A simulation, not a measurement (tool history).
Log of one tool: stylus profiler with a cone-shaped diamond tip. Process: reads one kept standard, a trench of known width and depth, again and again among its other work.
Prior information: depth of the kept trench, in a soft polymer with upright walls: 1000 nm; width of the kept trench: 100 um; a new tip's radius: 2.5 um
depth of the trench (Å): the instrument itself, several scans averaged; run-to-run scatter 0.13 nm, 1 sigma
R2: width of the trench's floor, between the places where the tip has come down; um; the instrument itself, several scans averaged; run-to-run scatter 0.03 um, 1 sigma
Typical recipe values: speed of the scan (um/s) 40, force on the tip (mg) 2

run 1 day=0 | speed_of_the_scan_(um/s)=40 force_on_the_tip_(mg)=2 | depth_of_the_trench_(Å)=10055.3 R2=94.57
run 2 day=4.312 | speed_of_the_scan_(um/s)=40 force_on_the_tip_(mg)=2 | depth_of_the_trench_(Å)=10053.3 R2=94.53
run 3 day=8.829 | speed_of_the_scan_(um/s)=40 force_on_the_tip_(mg)=2 | depth_of_the_trench_(Å)=10050.9 R2=94.41
run 4 day=10.779 | speed_of_the_scan_(um/s)=40 force_on_the_tip_(mg)=2 | depth_of_the_trench_(Å)=10052 R2=94.46
run 5 day=14.621 | speed_of_the_scan_(um/s)=40 force_on_the_tip_(mg)=2 | depth_of_the_trench_(Å)=10052.4 R2=94.4
run 6 day=18.296 | speed_of_the_scan_(um/s)=40 force_on_the_tip_(mg)=0.74 | depth_of_the_trench_(Å)=10016 R2=94.26
run 7 day=21.075 | speed_of_the_scan_(um/s)=40 force_on_the_tip_(mg)=0.74 | depth_of_the_trench_(Å)=10014.2 R2=94.18
run 8 day=23.008 | speed_of_the_scan_(um/s)=40 force_on_the_tip_(mg)=0.74 | depth_of_the_trench_(Å)=10015.2 R2=94.17
run 9 day=26.379 | speed_of_the_scan_(um/s)=40 force_on_the_tip_(mg)=2 | depth_of_the_trench_(Å)=10050.4 R2=94.2
run 10 day=30.271 | speed_of_the_scan_(um/s)=40 force_on_the_tip_(mg)=2 | depth_of_the_trench_(Å)=10047.6 R2=94.15

Predict the results of run 11:
run 11 day=33.879 | speed_of_the_scan_(um/s)=40 force_on_the_tip_(mg)=2 | depth_of_the_trench_(Å)=? R2=?

{"run 11": {"depth of the trench (Å)": 10049.8, "R2": 94.15}}
Take away the tool's hidden state, keep the run-to-run variation as it was, and the same run would have given depth of the trench (Å) 10076.2, R2 95.91 um.
